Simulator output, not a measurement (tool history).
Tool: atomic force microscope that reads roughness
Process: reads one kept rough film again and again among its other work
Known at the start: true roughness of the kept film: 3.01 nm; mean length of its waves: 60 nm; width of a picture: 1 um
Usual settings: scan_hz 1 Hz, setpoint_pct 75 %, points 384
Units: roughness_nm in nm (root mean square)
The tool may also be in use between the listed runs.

run  hour  scan_hz  setpoint_pct  points  roughness_nm
  1     0        1            75     384         2.562
  2  19.1        1            75     384         2.561
     23.8  -- new tip fitted
  3  32.7        1            75     384         2.736
  4  43.9        1            75     384         2.746
  5  67.2        1            75     384         2.693
  6  89.6        1            75     384         2.691

The next listed run, before its measurement:
      92.9  -- height scale calibrated on a step standard
  7  104.2        1            75     384             ?

Run 7 gave roughness_nm 2.656 nm (root mean square).
Without the tool's hidden state the same run would have given roughness_nm 2.748 nm (root mean square).
